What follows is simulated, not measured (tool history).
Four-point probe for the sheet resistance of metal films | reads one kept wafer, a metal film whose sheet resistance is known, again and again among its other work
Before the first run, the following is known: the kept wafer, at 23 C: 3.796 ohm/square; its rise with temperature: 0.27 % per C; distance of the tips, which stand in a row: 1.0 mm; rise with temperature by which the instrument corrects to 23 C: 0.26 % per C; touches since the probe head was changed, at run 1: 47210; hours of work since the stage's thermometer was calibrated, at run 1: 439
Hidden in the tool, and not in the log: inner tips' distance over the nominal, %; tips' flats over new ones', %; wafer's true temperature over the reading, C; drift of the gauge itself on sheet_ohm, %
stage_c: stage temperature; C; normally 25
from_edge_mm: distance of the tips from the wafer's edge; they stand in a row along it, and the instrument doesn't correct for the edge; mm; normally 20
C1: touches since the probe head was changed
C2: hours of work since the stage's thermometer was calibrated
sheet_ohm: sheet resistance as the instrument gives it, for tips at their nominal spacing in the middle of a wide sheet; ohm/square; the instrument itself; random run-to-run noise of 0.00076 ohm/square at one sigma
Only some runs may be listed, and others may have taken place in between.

run 1 hour=0.0 | stage_c=25 from_edge_mm=20 | C1=47210 C2=439 | sheet_ohm=3.781545
run 2 hour=75.3 | stage_c=25 from_edge_mm=20 | C1=50212 C2=485 | sheet_ohm=3.778570
run 3 hour=141.0 | stage_c=25 from_edge_mm=20 | C1=52832 C2=526 | sheet_ohm=3.778537
run 4 hour=182.5 | stage_c=25 from_edge_mm=20 | C1=54488 C2=552 | sheet_ohm=3.777214
run 5 hour=272.1 | stage_c=25 from_edge_mm=20 | C1=58060 C2=607 | sheet_ohm=3.774501
run 6 hour=362.4 | stage_c=25 from_edge_mm=20 | C1=61663 C2=663 | sheet_ohm=3.773502
run 7 hour=428.6 | stage_c=25 from_edge_mm=20 | C1=64303 C2=704 | sheet_ohm=3.770319
run 8 hour=484.2 | stage_c=25 from_edge_mm=3 | C1=66520 C2=739 | sheet_ohm=3.977478
run 9 hour=522.9 | stage_c=25 from_edge_mm=3 | C1=68063 C2=763 | sheet_ohm=3.975620
-- hour=579.7 new probe head fitted
run 10 hour=586.0 | stage_c=25 from_edge_mm=3 | C1=251 C2=801 | sheet_ohm=4.028188
run 11 hour=640.0 | stage_c=25 from_edge_mm=3 | C1=2403 C2=834 | sheet_ohm=4.027298
run 12 hour=709.5 | stage_c=25 from_edge_mm=20 | C1=5178 C2=878 | sheet_ohm=3.815978
run 13 hour=777.2 | stage_c=25 from_edge_mm=20 | C1=7878 C2=919 | sheet_ohm=3.816480
run 14 hour=846.0 | stage_c=25 from_edge_mm=20 | C1=10619 C2=962 | sheet_ohm=3.812452
run 15 hour=922.6 | stage_c=26 from_edge_mm=20 | C1=13674 C2=1009 | sheet_ohm=3.810771
run 16 hour=961.0 | stage_c=26 from_edge_mm=10 | C1=15204 C2=1033 | sheet_ohm=3.827740
run 17 hour=1015.6 | stage_c=25 from_edge_mm=20 | C1=17381 C2=1067 | sheet_ohm=3.809101
run 18 hour=1058.0 | stage_c=25 from_edge_mm=20 | C1=19074 C2=1093 | sheet_ohm=3.808264
run 19 hour=1105.9 | stage_c=25 from_edge_mm=20 | C1=20986 C2=1123 | sheet_ohm=3.807915
run 20 hour=1150.4 | stage_c=24 from_edge_mm=20 | C1=22758 C2=1151 | sheet_ohm=3.803899
run 21 hour=1209.3 | stage_c=24 from_edge_mm=20 | C1=25106 C2=1187 | sheet_ohm=3.804690
run 22 hour=1269.6 | stage_c=24 from_edge_mm=20 | C1=27511 C2=1224 | sheet_ohm=3.803315
run 23 hour=1347.3 | stage_c=20 from_edge_mm=9 | C1=30609 C2=1272 | sheet_ohm=3.820634
run 24 hour=1394.5 | stage_c=20 from_edge_mm=9 | C1=32491 C2=1302 | sheet_ohm=3.818992
run 25 hour=1433.9 | stage_c=20 from_edge_mm=9 | C1=34063 C2=1326 | sheet_ohm=3.817895
run 26 hour=1515.6 | stage_c=20 from_edge_mm=61 | C1=37321 C2=1377 | sheet_ohm=3.791243
-- hour=1557.7 stage's thermometer calibrated
run 27 hour=1594.4 | stage_c=24 from_edge_mm=5 | C1=40443 C2=23 | sheet_ohm=3.864503
run 28 hour=1630.6 | stage_c=24 from_edge_mm=5 | C1=41889 C2=45 | sheet_ohm=3.863866
run 29 hour=1669.4 | stage_c=20 from_edge_mm=10 | C1=43436 C2=69 | sheet_ohm=3.800202
run 30 hour=1739.9 | stage_c=32 from_edge_mm=10 | C1=46248 C2=113 | sheet_ohm=3.804780
run 31 hour=1807.0 | stage_c=32 from_edge_mm=10 | C1=48925 C2=154 | sheet_ohm=3.802508
run 32 hour=1874.8 | stage_c=27 from_edge_mm=20 | C1=51627 C2=196 | sheet_ohm=3.784469
run 33 hour=1912.0 | stage_c=31 from_edge_mm=10 | C1=53112 C2=219 | sheet_ohm=3.800351
run 34 hour=1993.6 | stage_c=20 from_edge_mm=31 | C1=56363 C2=270 | sheet_ohm=3.775314
run 35 hour=2081.2 | stage_c=19 from_edge_mm=10 | C1=59858 C2=324 | sheet_ohm=3.792652
run 36 hour=2136.2 | stage_c=32 from_edge_mm=9 | C1=62050 C2=358 | sheet_ohm=3.802454
run 37 hour=2221.5 | stage_c=33 from_edge_mm=24 | C1=65454 C2=411 | sheet_ohm=3.777833
run 38 hour=2260.5 | stage_c=32 from_edge_mm=50 | C1=67010 C2=435 | sheet_ohm=3.773502
run 39 hour=2303.2 | stage_c=33 from_edge_mm=6 | C1=68709 C2=462 | sheet_ohm=3.829405
-- hour=2348.5 new probe head fitted
run 40 hour=2357.0 | stage_c=20 from_edge_mm=14 | C1=339 C2=494 | sheet_ohm=3.804685
run 41 hour=2398.8 | stage_c=32 from_edge_mm=3 | C1=2006 C2=520 | sheet_ohm=4.013155
run 42 hour=2462.5 | stage_c=26 from_edge_mm=8 | C1=4545 C2=560 | sheet_ohm=3.827044
run 43 hour=2518.0 | stage_c=24 from_edge_mm=9 | C1=6757 C2=594 | sheet_ohm=3.818572
run 44 hour=2607.1 | stage_c=25 from_edge_mm=13 | C1=10313 C2=649 | sheet_ohm=3.804496

Results per run with the tool's hidden condition removed, run-to-run variation unchanged:
run=1 sheet_ohm=3.802449
run=2 sheet_ohm=3.801128
run=3 sheet_ohm=3.802498
run=4 sheet_ohm=3.802067
run=5 sheet_ohm=3.801327
run=6 sheet_ohm=3.802408
run=7 sheet_ohm=3.800547
run=8 sheet_ohm=4.010530
run=9 sheet_ohm=4.009584
run=10 sheet_ohm=4.010132
run=11 sheet_ohm=4.010622
run=12 sheet_ohm=3.801753
run=13 sheet_ohm=3.803804
run=14 sheet_ohm=3.801201
run=15 sheet_ohm=3.801158
run=16 sheet_ohm=3.818939
run=17 sheet_ohm=3.801513
run=18 sheet_ohm=3.801823
run=19 sheet_ohm=3.802444
run=20 sheet_ohm=3.799515
run=21 sheet_ohm=3.801658
run=22 sheet_ohm=3.801629
run=23 sheet_ohm=3.820747
run=24 sheet_ohm=3.820172
run=25 sheet_ohm=3.819915
run=26 sheet_ohm=3.795185
run=27 sheet_ohm=3.876589
run=28 sheet_ohm=3.876807
run=29 sheet_ohm=3.813757
run=30 sheet_ohm=3.819784
run=31 sheet_ohm=3.819099
run=32 sheet_ohm=3.802530
run=33 sheet_ohm=3.819278
run=34 sheet_ohm=3.795870
run=35 sheet_ohm=3.815053
run=36 sheet_ohm=3.826219
run=37 sheet_ohm=3.803468
run=38 sheet_ohm=3.800043
run=39 sheet_ohm=3.857439
run=40 sheet_ohm=3.803964
run=41 sheet_ohm=4.013489
run=42 sheet_ohm=3.828700
run=43 sheet_ohm=3.821465
run=44 sheet_ohm=3.809461
